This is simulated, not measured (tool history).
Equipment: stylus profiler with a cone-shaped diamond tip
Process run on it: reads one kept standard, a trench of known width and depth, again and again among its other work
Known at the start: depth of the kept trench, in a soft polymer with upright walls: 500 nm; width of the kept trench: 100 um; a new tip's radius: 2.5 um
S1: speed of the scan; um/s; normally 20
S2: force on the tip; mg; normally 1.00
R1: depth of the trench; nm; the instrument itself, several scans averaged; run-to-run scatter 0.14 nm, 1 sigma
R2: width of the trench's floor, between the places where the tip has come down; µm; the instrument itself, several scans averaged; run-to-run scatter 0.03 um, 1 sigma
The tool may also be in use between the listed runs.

Run 1, day 0.000: usual settings. Result: R1 502.79 nm, R2 96.51 µm.
Run 2, day 0.671: usual settings but S1 12 um/s. Result: R1 502.88 nm, R2 96.56 µm.
Run 3, day 1.371: usual settings. Result: R1 502.79 nm, R2 96.44 µm.
Run 4, day 1.800: usual settings but S2 0.39 mg. Result: R1 501.87 nm, R2 96.31 µm.
Run 5, day 2.483: usual settings but S2 0.39 mg. Result: R1 501.82 nm, R2 96.23 µm.
Run 6, day 3.158: usual settings but S2 0.39 mg. Result: R1 501.85 nm, R2 96.23 µm.
Run 7, day 3.804: usual settings. Result: R1 502.90 nm, R2 96.37 µm.
Run 8, day 4.429: usual settings but S1 18 um/s. Result: R1 502.74 nm, R2 96.37 µm.
Run 9, day 5.092: usual settings but S1 18 um/s. Result: R1 503.03 nm, R2 96.27 µm.
Run 10, day 5.654: usual settings but S1 18 um/s. Result: R1 503.09 nm, R2 96.25 µm.
Run 11, day 6.117: usual settings but S1 62 um/s. Result: R1 503.03 nm, R2 95.93 µm.
Run 12, day 6.662: usual settings but S1 9 um/s, S2 1.23 mg. Result: R1 503.54 nm, R2 96.32 µm.
Run 13, day 7.150: usual settings but S1 9 um/s, S2 1.23 mg. Result: R1 503.56 nm, R2 96.29 µm.
Run 14, day 7.879: usual settings but S1 46 um/s, S2 1.66 mg. Result: R1 504.12 nm, R2 96.04 µm.
Run 15, day 8.333: usual settings but S1 21 um/s, S2 0.34 mg. Result: R1 501.81 nm, R2 96.04 µm.
Run 16, day 8.721: usual settings but S1 21 um/s, S2 0.34 mg. Result: R1 501.74 nm, R2 95.94 µm.
Run 17, day 9.096: usual settings but S1 9 um/s. Result: R1 503.03 nm, R2 96.15 µm.
Run 18, day 9.633: usual settings but S1 55 um/s, S2 0.78 mg. Result: R1 502.86 nm, R2 95.77 µm.
Run 19, day 9.988: usual settings but S1 40 um/s, S2 2.59 mg. Result: R1 505.19 nm, R2 96.04 µm.

Below, some changes in R1 between adjacent runs. For each, the amount present without the hidden state too (settings, incoming material, random variation) and the amount remaining for the hidden state with gauge scatter not shared by both compared results:
Unlogged tool condition in this case: radius of the tip, um; height scale over the true one, %; drift of the gauge itself on depth_nm, %; drift of the gauge itself on floor_um, %.
Run 12 -> 13: no setting changed, nothing entered. R1 +0.02 nm: hidden state +0.03, all else -0.01.
Run 18 -> 19: S1 55 -> 40, S2 0.78 -> 2.59. R1 +2.33 nm: hidden state +0.01, all else +2.32.

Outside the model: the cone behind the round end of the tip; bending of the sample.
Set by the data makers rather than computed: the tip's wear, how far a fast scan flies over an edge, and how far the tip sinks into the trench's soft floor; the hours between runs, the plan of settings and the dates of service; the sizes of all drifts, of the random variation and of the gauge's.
